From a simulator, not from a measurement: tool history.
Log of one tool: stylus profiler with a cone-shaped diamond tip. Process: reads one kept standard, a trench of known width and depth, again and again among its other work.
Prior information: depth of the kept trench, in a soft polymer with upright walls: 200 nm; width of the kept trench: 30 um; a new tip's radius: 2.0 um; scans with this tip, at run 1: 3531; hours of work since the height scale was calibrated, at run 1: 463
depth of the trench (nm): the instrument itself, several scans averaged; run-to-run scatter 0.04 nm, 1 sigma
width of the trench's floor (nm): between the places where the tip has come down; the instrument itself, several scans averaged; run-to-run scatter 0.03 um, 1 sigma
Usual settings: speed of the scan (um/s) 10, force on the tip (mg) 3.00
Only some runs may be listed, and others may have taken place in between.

run   hour  speed of the scan (um/s)  force on the tip (mg)  scans with this tip  hours of work since the height scale was calibrated  depth of the trench (nm)  width of the trench's floor (nm)
  1    0.0                        10                   3.00                 3531                                                  463                    203.60                             28010
  2   27.0                        10                   3.00                 3652                                                  479                    203.51                             28010
  3   50.7                        11                   3.00                 3758                                                  493                    203.60                             27970
  4   84.5                         3                   3.00                 3909                                                  513                    203.62                             28020
  5  107.2                         3                   3.00                 4011                                                  526                    203.64                             28020
  6  139.5                         3                   3.00                 4155                                                  545                    203.60                             28010
  7  175.0                        10                   1.34                 4314                                                  566                    202.19                             27940
  8  200.3                        10                   1.34                 4427                                                  581                    202.21                             27980
  9  230.4                        10                   1.34                 4562                                                  598                    202.25                             27910
 10  259.7                        15                   1.49                 4693                                                  616                    202.31                             27870
 11  276.5                        15                   1.49                 4769                                                  625                    202.38                             27880

Run 12 comes next. What will it give?
 12  310.7                        15                   1.49                 4922                                                  645                         ?                                 ?

Run 12 yielded depth of the trench (nm) 202.24, width of the trench's floor (nm) 27900.
The same run, on a tool lacking any hidden state, would have yielded depth of the trench (nm) 202.01, width of the trench's floor (nm) 28150.

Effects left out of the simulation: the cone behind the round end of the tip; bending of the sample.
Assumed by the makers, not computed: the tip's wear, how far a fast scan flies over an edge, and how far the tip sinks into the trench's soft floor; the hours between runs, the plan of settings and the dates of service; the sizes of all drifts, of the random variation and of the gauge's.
